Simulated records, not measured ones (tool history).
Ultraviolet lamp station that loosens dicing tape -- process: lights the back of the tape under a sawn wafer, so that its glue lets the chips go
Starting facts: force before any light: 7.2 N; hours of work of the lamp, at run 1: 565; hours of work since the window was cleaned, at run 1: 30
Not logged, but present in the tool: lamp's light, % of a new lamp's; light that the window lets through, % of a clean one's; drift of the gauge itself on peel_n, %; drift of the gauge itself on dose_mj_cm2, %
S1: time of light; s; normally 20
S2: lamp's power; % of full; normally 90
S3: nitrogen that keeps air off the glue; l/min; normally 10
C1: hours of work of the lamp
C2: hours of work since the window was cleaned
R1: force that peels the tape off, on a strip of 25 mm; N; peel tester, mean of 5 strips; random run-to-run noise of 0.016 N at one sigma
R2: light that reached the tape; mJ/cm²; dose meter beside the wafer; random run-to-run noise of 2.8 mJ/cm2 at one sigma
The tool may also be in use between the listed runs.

run    day  S1  S2  S3   C1  C2     R1   R2
  1  0.000  20  90  10  565  30  1.090  317
  2  0.962  20  90  10  577  42  1.079  312
  3  2.067  20  90  10  591  56  1.110  310
  4  3.238  12  90  10  605  71  2.219  185
  5  3.925  20  90  10  614  79  1.116  305
  6  4.671  20  90  10  623  89  1.182  300

Run 7 is up next; what results do you expect?
  7  5.562  20  90  10  634  100   ?   ?

Run 7 came out at R1 1.147 N, R2 300 mJ/cm².
Minus the tool's unlogged condition, the same run would have read R1 0.746 N, R2 385 mJ/cm².
